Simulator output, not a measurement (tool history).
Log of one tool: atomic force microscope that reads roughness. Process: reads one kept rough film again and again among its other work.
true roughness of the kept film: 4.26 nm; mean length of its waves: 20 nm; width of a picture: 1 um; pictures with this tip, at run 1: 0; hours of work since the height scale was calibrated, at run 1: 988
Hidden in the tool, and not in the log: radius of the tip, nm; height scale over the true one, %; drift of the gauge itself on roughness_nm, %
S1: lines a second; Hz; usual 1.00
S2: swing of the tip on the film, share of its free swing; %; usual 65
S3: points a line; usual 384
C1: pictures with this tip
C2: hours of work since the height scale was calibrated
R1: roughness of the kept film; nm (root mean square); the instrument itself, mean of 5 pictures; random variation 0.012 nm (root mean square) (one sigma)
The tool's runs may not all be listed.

Run 1, hour 0.0: usual settings; C1 0; C2 988. Result: R1 2.872 nm (root mean square).
Run 2, hour 47.5: usual settings but S1 1.13 Hz; C1 70; C2 1010. Result: R1 2.853 nm (root mean square).
Run 3, hour 95.9: usual settings but S3 427; C1 142; C2 1031. Result: R1 2.880 nm (root mean square).
At hour 150.4: new tip fitted.
Run 4, hour 152.4: usual settings but S3 427; C1 3; C2 1056. Result: R1 2.879 nm (root mean square).
Run 5, hour 184.8: usual settings but S3 427; C1 51; C2 1071. Result: R1 2.888 nm (root mean square).
Run 6, hour 242.1: usual settings but S3 427; C1 135; C2 1096. Result: R1 2.860 nm (root mean square).
Run 7, hour 281.5: usual settings but S3 427; C1 194; C2 1114. Result: R1 2.864 nm (root mean square).
At hour 299.2: new tip fitted.
Run 8, hour 321.4: usual settings; C1 33; C2 1131. Result: R1 2.871 nm (root mean square).
Run 9, hour 348.3: usual settings; C1 73; C2 1143. Result: R1 2.874 nm (root mean square).
Run 10, hour 400.7: usual settings; C1 151; C2 1167. Result: R1 2.862 nm (root mean square).
Run 11, hour 442.3: usual settings; C1 212; C2 1185. Result: R1 2.866 nm (root mean square).
At hour 448.4: new tip fitted.
Run 12, hour 499.9: usual settings but S1 0.50 Hz; C1 77; C2 1211. Result: R1 2.916 nm (root mean square).
Run 13, hour 527.7: usual settings but S1 0.50 Hz; C1 118; C2 1223. Result: R1 2.922 nm (root mean square).
Run 14, hour 574.6: usual settings but S1 0.50 Hz; C1 187; C2 1244. Result: R1 2.910 nm (root mean square).
At hour 597.9: new tip fitted.
Run 15, hour 632.0: usual settings but S1 0.50 Hz; C1 51; C2 1270. Result: R1 2.916 nm (root mean square).
Run 16, hour 689.8: usual settings but S1 0.50 Hz, S2 56 %; C1 136; C2 1295. Result: R1 2.915 nm (root mean square).
Run 17, hour 735.9: usual settings but S1 0.50 Hz, S2 56 %; C1 204; C2 1316. Result: R1 2.918 nm (root mean square).
At hour 746.6: new tip fitted.
Run 18, hour 772.1: usual settings but S1 0.50 Hz, S2 56 %; C1 37; C2 1332. Result: R1 2.925 nm (root mean square).
Run 19, hour 810.5: usual settings; C1 94; C2 1349. Result: R1 2.862 nm (root mean square).
Run 20, hour 850.1: usual settings; C1 153; C2 1367. Result: R1 2.845 nm (root mean square).
At hour 897.4: new tip fitted.
Run 21, hour 913.4: usual settings; C1 24; C2 1395. Result: R1 2.864 nm (root mean square).
Run 22, hour 959.5: usual settings but S1 2.08 Hz; C1 92; C2 1415. Result: R1 2.779 nm (root mean square).
Run 23, hour 1010.1: usual settings but S1 2.08 Hz, S2 72 %, S3 345; C1 167; C2 1438. Result: R1 2.708 nm (root mean square).
At hour 1027.9: height scale calibrated on a step standard.
At hour 1047.4: new tip fitted.
Run 24, hour 1072.1: usual settings but S1 2.08 Hz, S2 59 %, S3 437; C1 37; C2 20. Result: R1 2.841 nm (root mean square).
Run 25, hour 1134.8: usual settings but S2 57 %, S3 593; C1 129; C2 47. Result: R1 2.925 nm (root mean square).
Run 26, hour 1176.0: usual settings but S2 57 %, S3 593; C1 190; C2 66. Result: R1 2.929 nm (root mean square).
At hour 1196.4: new tip fitted.
Run 27, hour 1213.1: usual settings but S1 2.84 Hz, S2 62 %, S3 291; C1 25; C2 82. Result: R1 2.732 nm (root mean square).
Run 28, hour 1272.0: usual settings but S1 2.79 Hz, S3 766; C1 112; C2 109. Result: R1 2.748 nm (root mean square).
Run 29, hour 1332.4: usual settings but S1 1.26 Hz, S2 55 %, S3 620; C1 201; C2 135. Result: R1 2.948 nm (root mean square).
At hour 1345.2: new tip fitted.
Run 30, hour 1385.7: usual settings but S1 1.26 Hz, S2 55 %, S3 620; C1 60; C2 159. Result: R1 2.934 nm (root mean square).
Run 31, hour 1439.9: usual settings but S1 0.79 Hz; C1 141; C2 183. Result: R1 2.892 nm (root mean square).
At hour 1493.1: new tip fitted.
Run 32, hour 1498.3: usual settings but S1 2.00 Hz; C1 7; C2 209. Result: R1 2.790 nm (root mean square).
Run 33, hour 1547.3: usual settings but S1 2.00 Hz; C1 80; C2 231. Result: R1 2.821 nm (root mean square).
Run 34, hour 1594.2: usual settings but S1 0.73 Hz, S2 66 %, S3 396; C1 149; C2 252. Result: R1 2.883 nm (root mean square).
Run 35, hour 1627.5: usual settings but S1 0.73 Hz, S2 66 %, S3 396; C1 199; C2 267. Result: R1 2.870 nm (root mean square).
At hour 1640.3: new tip fitted.
Run 36, hour 1687.3: usual settings but S1 0.73 Hz, S2 66 %, S3 303; C1 69; C2 293. Result: R1 2.874 nm (root mean square).
Run 37, hour 1730.8: usual settings but S1 0.63 Hz, S2 75 %, S3 722; C1 134; C2 313. Result: R1 2.896 nm (root mean square).
Run 38, hour 1762.6: usual settings but S1 3.94 Hz, S2 83 %; C1 181; C2 327. Result: R1 2.316 nm (root mean square).
At hour 1790.9: new tip fitted.
Run 39, hour 1826.3: usual settings but S1 3.94 Hz, S2 83 %; C1 53; C2 355. Result: R1 2.304 nm (root mean square).
Run 40, hour 1865.1: usual settings but S1 0.70 Hz, S2 84 %, S3 366; C1 110; C2 372. Result: R1 2.785 nm (root mean square).
Run 41, hour 1904.3: usual settings but S2 62 %; C1 168; C2 390. Result: R1 2.880 nm (root mean square).
At hour 1939.2: new tip fitted.
Run 42, hour 1961.8: usual settings but S1 3.31 Hz, S2 89 %, S3 283; C1 34; C2 415. Result: R1 2.226 nm (root mean square).

Forecast each of these 5 alternatives for the next run:
Run A, hour 2016.1: usual settings but S1 1.16 Hz, S2 59 %, S3 590; C1 114; C2 440. Result: R1 ?.
Run B, hour 2016.1: usual settings but S1 1.52 Hz, S2 61 %, S3 624; C1 114; C2 440. Result: R1 ?.
Run C, hour 2016.1: usual settings but S1 1.45 Hz, S2 88 %, S3 446; C1 114; C2 440. Result: R1 ?.
Run D, hour 2016.1: usual settings but S1 3.62 Hz, S2 70 %, S3 299; C1 114; C2 440. Result: R1 ?.
Run E, hour 2016.1: usual settings but S1 0.68 Hz, S2 74 %, S3 756; C1 114; C2 440. Result: R1 ?.

run     R1
  A  2.911
  B  2.893
  C  2.612
  D  2.558
  E  2.892
Without the tool's hidden state the same runs would have given:
run     R1
  A  2.919
  B  2.900
  C  2.618
  D  2.564
  E  2.899

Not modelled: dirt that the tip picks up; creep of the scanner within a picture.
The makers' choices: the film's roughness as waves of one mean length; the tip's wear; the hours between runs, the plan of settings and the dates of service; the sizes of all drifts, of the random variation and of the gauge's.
